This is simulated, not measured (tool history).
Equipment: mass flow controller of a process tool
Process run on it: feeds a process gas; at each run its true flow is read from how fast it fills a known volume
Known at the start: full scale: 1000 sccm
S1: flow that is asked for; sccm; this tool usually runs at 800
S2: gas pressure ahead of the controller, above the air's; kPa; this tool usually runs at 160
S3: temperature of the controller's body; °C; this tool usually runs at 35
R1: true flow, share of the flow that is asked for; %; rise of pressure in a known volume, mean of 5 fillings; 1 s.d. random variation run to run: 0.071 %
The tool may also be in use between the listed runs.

| run | day | S1 | S2 | S3 | R1 |
|---|---|---|---|---|---|
| 1 | 0.000 | 800 | 160 | 35 | 100.40 |
| 2 | 6.779 | 227 | 160 | 35 | 100.15 |
| 3 | 12.683 | 227 | 160 | 35 | 100.28 |
| 4 | 20.721 | 800 | 160 | 35 | 100.36 |
| 5 | 28.208 | 800 | 160 | 35 | 100.41 |
| 6 | 35.812 | 800 | 160 | 35 | 100.34 |
| 7 | 43.904 | 800 | 160 | 35 | 100.39 |
| 8 | 51.475 | 800 | 160 | 35 | 100.31 |
| 9 | 58.554 | 800 | 160 | 35 | 100.30 |
| 10 | 65.021 | 328 | 160 | 35 | 99.95 |
| 11 | 73.071 | 184 | 160 | 35 | 100.67 |
| 12 | 78.154 | 101 | 160 | 35 | 102.09 |
| 13 | 81.892 | 101 | 160 | 35 | 102.03 |
| 14 | 89.817 | 101 | 160 | 35 | 102.17 |
| 15 | 96.467 | 101 | 160 | 35 | 102.32 |
| 16 | 103.546 | 101 | 160 | 35 | 102.16 |
| 17 | 108.217 | 101 | 280 | 35 | 101.94 |
| 18 | 115.917 | 978 | 160 | 35 | 100.49 |
| 19 | 123.112 | 800 | 266 | 35 | 100.07 |
| 20 | 130.996 | 800 | 165 | 35 | 100.28 |
| 21 | 136.954 | 800 | 165 | 35 | 100.24 |
| 22 | 143.375 | 800 | 165 | 35 | 100.30 |
| 23 | 147.596 | 800 | 160 | 35 | 100.47 |
|  | 148.383 | controller's zero set anew |
| 24 | 154.492 | 800 | 160 | 35 | 100.41 |
| 25 | 161.221 | 197 | 218 | 27 | 100.16 |
| 26 | 165.196 | 692 | 187 | 39 | 100.57 |
| 27 | 169.929 | 154 | 208 | 28 | 101.15 |
| 28 | 174.462 | 154 | 208 | 28 | 100.90 |
| 29 | 180.317 | 815 | 258 | 20 | 98.82 |
| 30 | 186.917 | 815 | 258 | 20 | 98.84 |
| 31 | 193.638 | 800 | 280 | 24 | 99.05 |
|  | 194.992 | controller's zero set anew, once more |
| 32 | 198.162 | 327 | 257 | 24 | 97.29 |
| 33 | 202.104 | 572 | 244 | 23 | 97.86 |
| 34 | 209.075 | 494 | 214 | 25 | 97.85 |
| 35 | 215.733 | 800 | 238 | 35 | 99.52 |
| 36 | 224.342 | 137 | 225 | 35 | 98.25 |
| 37 | 230.212 | 601 | 225 | 30 | 98.56 |
| 38 | 235.321 | 601 | 225 | 30 | 98.42 |
| 39 | 239.638 | 601 | 225 | 30 | 98.70 |
| 40 | 244.562 | 601 | 225 | 30 | 98.69 |
| 41 | 251.338 | 817 | 257 | 21 | 98.15 |
| 42 | 256.725 | 648 | 218 | 35 | 99.20 |

What does the tool deliver on the next run?
| 43 | 262.946 | 360 | 273 | 35 | ? |

{"run 43": {"R1": 98.61}}
On a tool with no hidden condition, and with the same random variation, this run would have come out at R1 99.44 %.
